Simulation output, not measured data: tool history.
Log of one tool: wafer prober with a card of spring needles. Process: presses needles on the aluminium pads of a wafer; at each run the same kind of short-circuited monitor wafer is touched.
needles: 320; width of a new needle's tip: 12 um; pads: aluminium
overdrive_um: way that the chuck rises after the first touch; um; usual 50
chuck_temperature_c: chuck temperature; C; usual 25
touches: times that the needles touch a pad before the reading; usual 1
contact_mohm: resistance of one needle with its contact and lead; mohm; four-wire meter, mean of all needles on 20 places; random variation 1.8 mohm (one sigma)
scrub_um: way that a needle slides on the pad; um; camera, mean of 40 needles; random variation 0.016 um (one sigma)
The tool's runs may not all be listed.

run	day	overdrive_um	chuck_temperature_c	touches	contact_mohm	scrub_um
1	0.000	50	25	1	184	9.96
# day 0.600: tips cleaned on abrasive film
2	0.700	50	25	1	186	9.94
# day 1.171: tips cleaned on abrasive film
# day 1.733: tips cleaned on abrasive film
3	1.733	50	25	1	186	9.92
# day 1.954: height of the first contact set anew
# day 2.300: tips cleaned on abrasive film
4	2.750	50	25	1	182	9.93
# day 2.896: tips cleaned on abrasive film
# day 3.500: tips cleaned on abrasive film
# day 4.062: tips cleaned on abrasive film
5	4.138	35	25	1	189	6.95
# day 4.583: tips cleaned on abrasive film
# day 5.121: tips cleaned on abrasive film
6	5.208	35	25	1	191	6.95
# day 5.650: tips cleaned on abrasive film
7	5.917	35	25	1	189	6.95
# day 6.175: tips cleaned on abrasive film
# day 6.504: height of the first contact set anew
8	6.504	50	105	1	206	9.90
# day 6.758: tips cleaned on abrasive film
# day 7.317: tips cleaned on abrasive film
9	7.538	50	105	1	203	9.92
# day 7.933: tips cleaned on abrasive film
10	8.212	50	105	1	203	9.88
# day 8.546: tips cleaned on abrasive film
# day 9.088: tips cleaned on abrasive film
11	9.454	50	65	1	192	9.88
# day 9.642: tips cleaned on abrasive film
# day 10.183: tips cleaned on abrasive film
12	10.525	50	65	1	195	9.86
# day 10.758: tips cleaned on abrasive film
# day 11.138: height of the first contact set anew
# day 11.308: tips cleaned on abrasive film
# day 11.908: tips cleaned on abrasive film
13	11.908	50	65	1	192	9.89
# day 12.467: tips cleaned on abrasive film
14	12.967	48	25	1	189	9.49
# day 13.083: tips cleaned on abrasive film
# day 13.654: tips cleaned on abrasive film
# day 14.225: tips cleaned on abrasive film
15	14.225	48	25	2	184	9.48

Forecast run 16:
# day 14.746: tips cleaned on abrasive film
# day 15.375: tips cleaned on abrasive film
16	15.400	50	54	2	?	?

Run 16 gave contact_mohm 191 mohm, scrub_um 9.87 um.
Without the tool's hidden state the same run would have given contact_mohm 191 mohm, scrub_um 9.96 um.
